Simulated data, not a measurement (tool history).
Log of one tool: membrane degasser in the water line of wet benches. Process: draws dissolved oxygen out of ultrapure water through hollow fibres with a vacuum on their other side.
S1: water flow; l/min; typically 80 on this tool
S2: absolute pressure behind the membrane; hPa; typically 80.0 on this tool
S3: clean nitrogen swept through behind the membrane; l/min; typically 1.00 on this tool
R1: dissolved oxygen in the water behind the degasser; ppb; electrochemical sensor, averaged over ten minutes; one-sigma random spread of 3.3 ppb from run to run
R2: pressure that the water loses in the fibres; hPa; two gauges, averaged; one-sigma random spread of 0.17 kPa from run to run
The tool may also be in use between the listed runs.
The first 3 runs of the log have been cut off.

run    hour  S1     S2    S3      R1     R2
  4   395.7  80   80.0  1.00   835.6  638.1
  5   544.4  80   80.0  1.00   834.7  640.9
  6   694.9  80   51.2  1.00   498.9  640.2
  7   834.0  80   51.2  1.00   503.0  639.3
  8  1035.6  80   51.2  1.00   503.4  636.1
  9  1139.7  80   51.2  1.00   503.8  636.8
 10  1318.5  80   80.0  2.50   554.2  640.5
 11  1432.7  80   70.5  1.00   731.9  637.3
 12  1541.3  80   80.0  1.41   726.6  637.8
 13  1629.8  80   80.0  1.41   717.7  638.0
 14  1740.6  80   80.0  1.41   725.9  642.9
 15  1919.5  80   80.0  1.41   725.9  643.7
 16  2125.9  80   80.0  1.41   731.2  639.3
 17  2279.2  80   80.0  0.42  1222.7  640.5
 18  2372.5  80  106.8  1.00  1144.6  642.6
 19  2579.7  80   80.0  0.74   977.7  641.2
 20  2673.5  80   80.0  0.74   977.3  641.0
 21  2883.8  95   80.0  2.72   716.2  761.5
 22  3042.1  95   80.0  2.72   717.4  764.1
     3173.5  -- vacuum gauge calibrated
 23  3187.1  95   80.0  2.72   699.2  763.6

What will run 24 give?
 24  3310.1  80  198.8  1.00   ?   ?

R1: 2047.5 ppb
R2: 642.1 hPa
On a tool with no hidden condition, and with the same random variation, this run would have come out at R1 2037.4 ppb, R2 628.5 hPa.

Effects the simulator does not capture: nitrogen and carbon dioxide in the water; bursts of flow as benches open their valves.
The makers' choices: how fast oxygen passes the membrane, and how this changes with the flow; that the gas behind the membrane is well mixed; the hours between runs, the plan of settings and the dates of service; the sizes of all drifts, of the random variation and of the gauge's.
